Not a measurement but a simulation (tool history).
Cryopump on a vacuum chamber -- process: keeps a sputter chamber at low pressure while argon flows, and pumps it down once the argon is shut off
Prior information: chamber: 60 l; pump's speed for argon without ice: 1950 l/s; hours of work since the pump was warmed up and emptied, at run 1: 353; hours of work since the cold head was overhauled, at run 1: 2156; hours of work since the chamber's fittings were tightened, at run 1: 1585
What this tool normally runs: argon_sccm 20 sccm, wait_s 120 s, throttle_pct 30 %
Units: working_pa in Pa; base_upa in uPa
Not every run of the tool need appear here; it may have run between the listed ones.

run	hour	argon_sccm	wait_s	throttle_pct	hours of work since the pump was warmed up and emptied	hours of work since the cold head was overhauled	hours of work since the chamber's fittings were tightened	working_pa	base_upa
1	0	20	120	30	353	2156	1585	0.0614	1.43
# hour 65.5: pump warmed up, emptied and cooled again
2	65.5	20	120	30	0	2207	1637	0.0589	1.31
3	168.4	20	120	30	87	2294	1724	0.0611	1.36
4	242.9	20	120	30	150	2357	1787	0.0593	1.4
5	325.7	20	75	30	220	2427	1857	0.0609	1.92
6	393.8	20	120	30	278	2485	1915	0.0604	1.54
7	447.7	20	120	30	323	2531	1960	0.0623	1.56
8	492.5	20	120	30	361	2568	1998	0.0628	1.59
# hour 551.9: pump warmed up, emptied and cooled again
9	554.9	20	120	30	2	2617	2047	0.0587	1.44
10	657.2	20	120	30	89	2704	2133	0.0587	1.48
11	754.3	20	120	30	171	2786	2215	0.0605	1.54
12	847.3	20	120	30	250	2865	2294	0.0619	1.6
13	925.7	20	120	30	316	2931	2360	0.0629	1.77
14	1008.2	20	120	30	386	3001	2430	0.0636	1.86
# hour 1037.8: pump warmed up, emptied and cooled again
15	1115.3	20	120	24	66	3087	2517	0.073	1.58
16	1203.2	20	120	24	140	3161	2591	0.0752	1.77
17	1287.3	28	24	30	211	3233	2662	0.0848	4.19
18	1365.9	20	22	19	278	3299	2729	0.0945	4.53
19	1448.7	16	116	21	348	3369	2799	0.0702	1.95
# hour 1517.4: pump warmed up, emptied and cooled again
20	1524.1	13	116	27	6	3429	2858	0.0429	1.75
21	1621.2	20	25	33	88	3511	2940	0.055	4.13
# hour 1695: leaking fittings of the chamber tightened, without venting
22	1695	20	25	33	149	3572	0	0.0556	3.15
23	1778.1	20	96	49	219	3642	70	0.039	1.02

For run 24, what comes out?
24	1845.2	20	96	49	276	3699	127	?	?

{"run 24": {"working_pa": 0.0392, "base_upa": 1.06}}
Take away the tool's hidden state, keep the run-to-run variation as it was, and the same run would have given working_pa 0.0345 Pa, base_upa 0.96 uPa.
